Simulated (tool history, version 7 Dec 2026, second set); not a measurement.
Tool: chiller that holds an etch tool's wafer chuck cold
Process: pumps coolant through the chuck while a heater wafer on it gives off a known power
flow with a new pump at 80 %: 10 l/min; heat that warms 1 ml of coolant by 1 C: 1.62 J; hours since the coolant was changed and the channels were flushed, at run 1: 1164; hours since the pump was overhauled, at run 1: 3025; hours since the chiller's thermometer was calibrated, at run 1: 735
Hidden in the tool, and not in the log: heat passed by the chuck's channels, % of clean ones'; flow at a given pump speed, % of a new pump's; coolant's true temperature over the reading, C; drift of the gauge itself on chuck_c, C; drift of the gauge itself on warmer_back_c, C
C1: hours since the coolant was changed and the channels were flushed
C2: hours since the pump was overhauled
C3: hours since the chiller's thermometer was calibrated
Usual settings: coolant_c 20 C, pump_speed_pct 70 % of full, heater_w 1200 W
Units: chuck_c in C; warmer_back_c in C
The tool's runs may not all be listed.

Run 1, hour 0: usual settings; C1 1164; C2 3025; C3 735. Result: chuck_c 34.5 C, warmer_back_c 5.31 C.
Run 2, hour 76.9: usual settings; C1 1241; C2 3102; C3 812. Result: chuck_c 34.5 C, warmer_back_c 5.31 C.
Run 3, hour 171.4: usual settings; C1 1335; C2 3197; C3 907. Result: chuck_c 34.5 C, warmer_back_c 5.34 C.
Run 4, hour 288.7: usual settings; C1 1452; C2 3314; C3 1024. Result: chuck_c 34.4 C, warmer_back_c 5.34 C.
Run 5, hour 357.9: usual settings; C1 1522; C2 3383; C3 1093. Result: chuck_c 34.6 C, warmer_back_c 5.29 C.
Run 6, hour 473.9: usual settings; C1 1638; C2 3499; C3 1209. Result: chuck_c 34.8 C, warmer_back_c 5.35 C.
Run 7, hour 557.2: usual settings; C1 1721; C2 3582; C3 1293. Result: chuck_c 34.7 C, warmer_back_c 5.33 C.
Run 8, hour 672.3: usual settings; C1 1836; C2 3697; C3 1408. Result: chuck_c 34.7 C, warmer_back_c 5.34 C.
Run 9, hour 802: usual settings; C1 1966; C2 3827; C3 1537. Result: chuck_c 34.8 C, warmer_back_c 5.37 C.
Run 10, hour 905.8: usual settings but pump_speed_pct 66 % of full; C1 2070; C2 3931; C3 1641. Result: chuck_c 35.5 C, warmer_back_c 5.68 C.
Run 11, hour 1026.2: usual settings but pump_speed_pct 79 % of full; C1 2190; C2 4051; C3 1762. Result: chuck_c 33.4 C, warmer_back_c 4.69 C.
Run 12, hour 1136.1: usual settings; C1 2300; C2 4161; C3 1871. Result: chuck_c 34.9 C, warmer_back_c 5.36 C.
Run 13, hour 1214.7: usual settings but pump_speed_pct 96 % of full; C1 2379; C2 4240; C3 1950. Result: chuck_c 31.7 C, warmer_back_c 3.86 C.
At hour 1226.2: chiller's thermometer calibrated.
Run 14, hour 1295: usual settings but pump_speed_pct 96 % of full; C1 2458; C2 4319; C3 69. Result: chuck_c 31.9 C, warmer_back_c 3.83 C.
Run 15, hour 1392.3: usual settings but coolant_c 15 C, pump_speed_pct 61 % of full, heater_w 1289 W; C1 2555; C2 4416; C3 166. Result: chuck_c 33.1 C, warmer_back_c 6.77 C.
Run 16, hour 1477.6: usual settings but coolant_c 15 C, pump_speed_pct 61 % of full, heater_w 1289 W; C1 2640; C2 4502; C3 251. Result: chuck_c 33 C, warmer_back_c 6.68 C.
Run 17, hour 1597.3: usual settings but coolant_c 28 C, pump_speed_pct 60 % of full, heater_w 718 W; C1 2760; C2 4621; C3 371. Result: chuck_c 38.3 C, warmer_back_c 3.88 C.

Forecast run 18:
Run 18, hour 1697.6: usual settings but coolant_c 12 C, pump_speed_pct 60 % of full, heater_w 718 W; C1 2860; C2 4722; C3 471. Result: chuck_c ?, warmer_back_c ?.

Run 18 gave chuck_c 22.3 C, warmer_back_c 3.84 C.
Without the tool's hidden state the same run would have given chuck_c 21.2 C, warmer_back_c 3.64 C.
